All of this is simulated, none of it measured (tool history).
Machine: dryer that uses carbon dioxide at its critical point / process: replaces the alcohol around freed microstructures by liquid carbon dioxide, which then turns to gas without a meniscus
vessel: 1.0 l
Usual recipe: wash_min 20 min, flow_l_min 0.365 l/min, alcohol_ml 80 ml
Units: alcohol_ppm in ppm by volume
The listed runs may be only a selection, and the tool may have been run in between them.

run 1 hour=0.0 | wash_min=20 flow_l_min=0.365 alcohol_ml=80 | alcohol_ppm=445
run 2 hour=55.9 | wash_min=20 flow_l_min=0.365 alcohol_ml=80 | alcohol_ppm=472
run 3 hour=94.4 | wash_min=20 flow_l_min=0.365 alcohol_ml=57 | alcohol_ppm=381
run 4 hour=124.4 | wash_min=20 flow_l_min=0.365 alcohol_ml=57 | alcohol_ppm=387
run 5 hour=161.4 | wash_min=20 flow_l_min=0.365 alcohol_ml=57 | alcohol_ppm=423
-- hour=175.9 inlet filter changed
run 6 hour=202.9 | wash_min=20 flow_l_min=0.365 alcohol_ml=57 | alcohol_ppm=303
run 7 hour=235.6 | wash_min=20 flow_l_min=0.365 alcohol_ml=57 | alcohol_ppm=325
run 8 hour=278.2 | wash_min=20 flow_l_min=0.365 alcohol_ml=57 | alcohol_ppm=339
run 9 hour=330.8 | wash_min=20 flow_l_min=0.365 alcohol_ml=57 | alcohol_ppm=356
run 10 hour=388.7 | wash_min=20 flow_l_min=0.365 alcohol_ml=80 | alcohol_ppm=473
run 11 hour=440.9 | wash_min=20 flow_l_min=0.365 alcohol_ml=80 | alcohol_ppm=505
run 12 hour=501.6 | wash_min=20 flow_l_min=0.365 alcohol_ml=80 | alcohol_ppm=543
run 13 hour=549.2 | wash_min=20 flow_l_min=0.365 alcohol_ml=80 | alcohol_ppm=572
run 14 hour=599.5 | wash_min=20 flow_l_min=0.365 alcohol_ml=23 | alcohol_ppm=326
-- hour=620.3 purifier's bed changed
run 15 hour=631.7 | wash_min=20 flow_l_min=0.365 alcohol_ml=23 | alcohol_ppm=124
run 16 hour=661.8 | wash_min=20 flow_l_min=0.365 alcohol_ml=23 | alcohol_ppm=136
run 17 hour=687.0 | wash_min=20 flow_l_min=0.441 alcohol_ml=23 | alcohol_ppm=60
-- hour=726.5 inlet filter changed
run 18 hour=741.2 | wash_min=20 flow_l_min=0.340 alcohol_ml=23 | alcohol_ppm=146
run 19 hour=776.9 | wash_min=20 flow_l_min=0.294 alcohol_ml=80 | alcohol_ppm=879
run 20 hour=829.0 | wash_min=17 flow_l_min=0.224 alcohol_ml=93 | alcohol_ppm=5085
run 21 hour=888.8 | wash_min=27 flow_l_min=0.514 alcohol_ml=107 | alcohol_ppm=69
run 22 hour=947.7 | wash_min=27 flow_l_min=0.514 alcohol_ml=107 | alcohol_ppm=82
run 23 hour=1002.7 | wash_min=27 flow_l_min=0.514 alcohol_ml=107 | alcohol_ppm=102
run 24 hour=1057.9 | wash_min=27 flow_l_min=0.514 alcohol_ml=107 | alcohol_ppm=101
run 25 hour=1083.1 | wash_min=27 flow_l_min=0.514 alcohol_ml=107 | alcohol_ppm=103
run 26 hour=1136.7 | wash_min=27 flow_l_min=0.514 alcohol_ml=107 | alcohol_ppm=113
run 27 hour=1177.8 | wash_min=19 flow_l_min=0.514 alcohol_ml=77 | alcohol_ppm=185
run 28 hour=1223.1 | wash_min=14 flow_l_min=0.514 alcohol_ml=77 | alcohol_ppm=548
run 29 hour=1262.2 | wash_min=14 flow_l_min=0.514 alcohol_ml=77 | alcohol_ppm=598
-- hour=1278.0 inlet filter changed
run 30 hour=1310.0 | wash_min=29 flow_l_min=0.474 alcohol_ml=84 | alcohol_ppm=161
run 31 hour=1338.7 | wash_min=29 flow_l_min=0.474 alcohol_ml=84 | alcohol_ppm=152
run 32 hour=1389.6 | wash_min=31 flow_l_min=0.365 alcohol_ml=80 | alcohol_ppm=181
run 33 hour=1427.5 | wash_min=14 flow_l_min=0.543 alcohol_ml=21 | alcohol_ppm=244

Predict the results of run 34:
run 34 hour=1477.7 | wash_min=14 flow_l_min=0.543 alcohol_ml=21 | alcohol_ppm=?

{"run 34": {"alcohol_ppm": 247}}
Without the tool's hidden state the same run would have given alcohol_ppm 55 ppm by volume.
